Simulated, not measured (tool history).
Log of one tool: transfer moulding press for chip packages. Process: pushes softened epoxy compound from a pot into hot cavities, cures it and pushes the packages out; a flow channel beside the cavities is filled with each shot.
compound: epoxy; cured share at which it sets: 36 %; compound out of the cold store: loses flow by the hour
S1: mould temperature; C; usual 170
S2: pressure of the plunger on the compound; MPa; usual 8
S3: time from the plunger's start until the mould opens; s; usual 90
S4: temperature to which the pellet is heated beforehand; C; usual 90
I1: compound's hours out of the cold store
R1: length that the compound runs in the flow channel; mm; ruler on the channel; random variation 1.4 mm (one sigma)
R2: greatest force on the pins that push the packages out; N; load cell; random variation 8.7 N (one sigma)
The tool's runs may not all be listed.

Run 1, hour 0: usual settings; I1 26.1. Result: R1 972 mm, R2 582 N.
Run 2, hour 8.6: usual settings; I1 12.6. Result: R1 1028 mm, R2 554 N.
Run 3, hour 21.3: usual settings; I1 44.5. Result: R1 903 mm, R2 556 N.
Run 4, hour 40.6: usual settings but S4 83 C; I1 23.8. Result: R1 978 mm, R2 636 N.
At hour 53.1: cavities cleaned with cleaning compound and waxed.
Run 5, hour 57.5: usual settings but S4 83 C; I1 23.2. Result: R1 980 mm, R2 400 N.
Run 6, hour 70.7: usual settings but S4 83 C; I1 37. Result: R1 928 mm, R2 442 N.
Run 7, hour 81.4: usual settings but S4 86 C; I1 27.5. Result: R1 963 mm, R2 467 N.
Run 8, hour 94.1: usual settings but S2 6.77 MPa, S3 96 s, S4 94 C; I1 16.1. Result: R1 925 mm, R2 456 N.
Run 9, hour 112: usual settings but S1 173 C, S2 6.63 MPa, S3 73 s, S4 81 C; I1 24.6. Result: R1 877 mm, R2 612 N.
Run 10, hour 126.9: usual settings but S1 173 C, S2 6.63 MPa, S3 73 s, S4 81 C; I1 40.1. Result: R1 826 mm, R2 613 N.
Run 11, hour 135.5: usual settings but S1 173 C, S2 7.04 MPa, S3 73 s, S4 81 C; I1 32.8. Result: R1 873 mm, R2 624 N.
Run 12, hour 149.2: usual settings but S1 173 C, S2 7.04 MPa, S3 73 s, S4 81 C; I1 17.4. Result: R1 925 mm, R2 685 N.
Run 13, hour 163.2: usual settings but S4 99 C; I1 43.5. Result: R1 898 mm, R2 590 N.

Forecast each of these 3 alternatives for the next run:
Run A, hour 181.2: usual settings but S1 172 C, S2 9.54 MPa; I1 10.3. Result: R1 ?, R2 ?.
Run B, hour 181.2: usual settings but S3 109 s, S4 84 C; I1 46.2. Result: R1 ?, R2 ?.
Run C, hour 181.2: usual settings but S1 175 C, S2 9.44 MPa, S4 99 C; I1 14.5. Result: R1 ?, R2 ?.

run    R1   R2
  A  1110  591
  B   889  556
  C  1075  576
Without the tool's hidden state the same runs would have given:
run    R1   R2
  A  1131  372
  B   906  348
  C  1096  362

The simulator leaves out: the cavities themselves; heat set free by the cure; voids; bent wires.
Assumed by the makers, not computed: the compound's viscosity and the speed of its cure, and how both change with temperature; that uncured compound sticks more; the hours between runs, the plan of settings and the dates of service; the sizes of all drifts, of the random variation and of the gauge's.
